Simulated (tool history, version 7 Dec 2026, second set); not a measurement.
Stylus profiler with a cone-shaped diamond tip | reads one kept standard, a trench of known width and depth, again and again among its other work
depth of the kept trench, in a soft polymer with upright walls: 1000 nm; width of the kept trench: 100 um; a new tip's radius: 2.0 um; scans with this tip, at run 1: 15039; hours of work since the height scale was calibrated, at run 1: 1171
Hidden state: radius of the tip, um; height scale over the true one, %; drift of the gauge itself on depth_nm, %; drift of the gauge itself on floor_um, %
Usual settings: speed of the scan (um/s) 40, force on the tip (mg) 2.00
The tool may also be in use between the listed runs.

run,hour,speed of the scan (um/s),force on the tip (mg),scans with this tip,hours of work since the height scale was calibrated,depth of the trench (Å),width of the trench's floor (nm)
1,0.0,40,2.00,15039,1171,10085.5,95280
2,83.4,29,2.00,15661,1219,10084.3,95230
3,160.4,40,2.00,16236,1264,10082.7,95160
# hour 256.5: new tip fitted, height scale calibrated
4,269.5,40,2.00,98,8,10058.3,96480
5,349.0,40,2.00,691,54,10060.5,96480
6,412.2,40,2.00,1163,90,10062.3,96420
7,468.1,40,2.00,1580,123,10063.6,96320
8,551.9,40,2.00,2205,172,10062.0,96270
9,636.7,34,2.00,2838,221,10062.6,96220
10,741.9,34,2.00,3624,282,10064.1,96240
11,842.1,34,2.00,4371,340,10064.7,96130
12,935.9,34,2.00,5071,395,10068.7,96050
13,1019.5,40,2.00,5695,443,10067.2,96040
14,1110.1,40,2.00,6371,496,10066.7,95980
15,1179.7,40,2.00,6891,536,10073.3,96000
16,1230.3,40,2.00,7269,566,10070.4,95920
17,1303.7,99,2.00,7816,608,10072.1,95700
18,1394.1,40,2.00,8492,661,10069.0,95840
19,1481.1,64,2.00,9141,711,10073.1,95710
20,1543.0,64,2.00,9603,747,10072.6,95670
21,1635.5,64,2.00,10293,801,10076.3,95590
22,1692.0,64,2.00,10715,834,10072.4,95610
# hour 1700.3: height scale calibrated on a step standard
23,1794.1,64,2.00,11474,55,10080.2,95540
24,1898.0,53,3.05,12248,115,10103.4,95540
25,1958.3,13,0.91,12699,150,10052.7,95610
26,2039.2,31,1.98,13303,197,10078.3,95580
27,2084.8,55,1.51,13643,223,10070.8,95460
28,2152.3,12,5.45,14146,263,10145.0,95550
# hour 2160.0: height scale calibrated on a step standard, once more
29,2253.3,40,0.72,14897,54,10027.9,95320
30,2340.1,40,0.95,15545,105,10038.7,95290
31,2413.2,96,0.79,16090,147,10030.9,94980
32,2513.4,96,0.79,16838,205,10037.0,94930
# hour 2525.4: new tip fitted, height scale calibrated
33,2608.4,78,1.54,620,48,10060.6,96220
34,2709.7,68,3.93,1376,107,10112.5,96300
35,2771.6,128,1.33,1838,143,10056.2,95900
36,2834.4,128,1.33,2307,180,10059.5,95860
37,2906.3,12,3.49,2843,221,10103.0,96280
38,2991.6,64,0.76,3480,271,10047.6,95900
39,3086.3,43,0.76,4186,326,10050.6,95960
40,3194.3,43,0.76,4992,389,10048.8,95910
41,3279.7,92,2.10,5630,438,10082.7,95840
42,3367.2,92,2.10,6283,489,10080.8,95770
43,3439.2,92,2.10,6820,531,10081.5,95750
44,3517.9,55,2.08,7408,577,10079.5,95750
45,3593.1,66,4.94,7969,620,10131.2,95830

3 ways to go on from here, each from the tool as it stands after run 45. What would each give?
A,3657.1,40,1.31,8447,658,?,?
B,3657.1,40,4.82,8447,658,?,?
C,3657.1,14,1.12,8447,658,?,?

run,depth of the trench (Å),width of the trench's floor (nm)
A,10064.1,95740
B,10131.0,95840
C,10056.6,95820
Without the tool's hidden state the same runs would have given:
run,depth of the trench (Å),width of the trench's floor (nm)
A,10047.2,96410
B,10114.1,96500
C,10039.7,96480

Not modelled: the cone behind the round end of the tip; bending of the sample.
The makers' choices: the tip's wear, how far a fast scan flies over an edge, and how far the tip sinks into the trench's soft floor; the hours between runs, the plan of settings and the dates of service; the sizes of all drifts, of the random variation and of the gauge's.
